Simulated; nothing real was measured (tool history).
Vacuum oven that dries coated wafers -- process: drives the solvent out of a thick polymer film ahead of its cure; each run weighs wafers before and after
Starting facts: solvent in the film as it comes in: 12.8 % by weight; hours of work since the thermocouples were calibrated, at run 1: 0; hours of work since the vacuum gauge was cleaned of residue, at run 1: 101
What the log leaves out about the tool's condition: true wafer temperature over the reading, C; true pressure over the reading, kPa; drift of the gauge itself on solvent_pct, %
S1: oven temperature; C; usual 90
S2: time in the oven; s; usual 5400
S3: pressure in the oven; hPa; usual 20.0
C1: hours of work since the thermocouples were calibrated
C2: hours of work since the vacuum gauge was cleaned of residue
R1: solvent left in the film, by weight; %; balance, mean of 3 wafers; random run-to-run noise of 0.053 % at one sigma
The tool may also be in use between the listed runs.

run 1 hour=0.0 | S1=90 S2=5400 S3=20.0 | C1=0 C2=101 | R1=1.71
run 2 hour=17.3 | S1=85 S2=5400 S3=20.0 | C1=12 C2=113 | R1=2.48
run 3 hour=38.9 | S1=85 S2=5400 S3=20.0 | C1=27 C2=128 | R1=2.63
run 4 hour=69.1 | S1=85 S2=5400 S3=20.0 | C1=48 C2=150 | R1=2.52
run 5 hour=82.3 | S1=85 S2=5400 S3=20.0 | C1=58 C2=159 | R1=2.60
run 6 hour=109.8 | S1=85 S2=5400 S3=20.0 | C1=77 C2=178 | R1=2.49
run 7 hour=129.9 | S1=85 S2=5400 S3=20.0 | C1=91 C2=192 | R1=2.66
run 8 hour=149.6 | S1=90 S2=5400 S3=20.0 | C1=105 C2=206 | R1=1.66
run 9 hour=173.7 | S1=90 S2=5400 S3=20.0 | C1=122 C2=223 | R1=1.75
run 10 hour=202.4 | S1=90 S2=5400 S3=20.0 | C1=142 C2=243 | R1=1.72
run 11 hour=230.9 | S1=98 S2=9180 S3=20.2 | C1=162 C2=263 | R1=0.72
run 12 hour=246.6 | S1=98 S2=9180 S3=20.2 | C1=173 C2=274 | R1=0.85
run 13 hour=270.8 | S1=90 S2=4200 S3=28.5 | C1=190 C2=291 | R1=2.76
run 14 hour=297.5 | S1=84 S2=3780 S3=28.5 | C1=209 C2=310 | R1=4.32
run 15 hour=317.4 | S1=84 S2=3780 S3=28.5 | C1=222 C2=324 | R1=4.33
run 16 hour=344.1 | S1=90 S2=5280 S3=55.0 | C1=241 C2=342 | R1=3.28
run 17 hour=365.8 | S1=90 S2=5280 S3=55.0 | C1=256 C2=357 | R1=3.29
run 18 hour=387.4 | S1=86 S2=6840 S3=20.6 | C1=272 C2=373 | R1=1.93
run 19 hour=408.2 | S1=91 S2=6840 S3=20.6 | C1=286 C2=387 | R1=1.42

Consider 4 possible next runs. They are alternatives, not a sequence: every one starts from the tool as it was left by run 19. What does each give?
run A hour=435.8 | S1=89 S2=9060 S3=69.8 | C1=305 C2=407 | R1=?
run B hour=435.8 | S1=77 S2=5400 S3=20.0 | C1=305 C2=407 | R1=?
run C hour=435.8 | S1=93 S2=3540 S3=11.2 | C1=305 C2=407 | R1=?
run D hour=435.8 | S1=91 S2=6840 S3=48.8 | C1=305 C2=407 | R1=?

run=A R1=3.47
run=B R1=4.44
run=C R1=2.08
run=D R1=2.49
What these runs would have given with no unlogged condition in the tool:
run=A R1=3.31
run=B R1=4.22
run=C R1=1.92
run=D R1=2.34
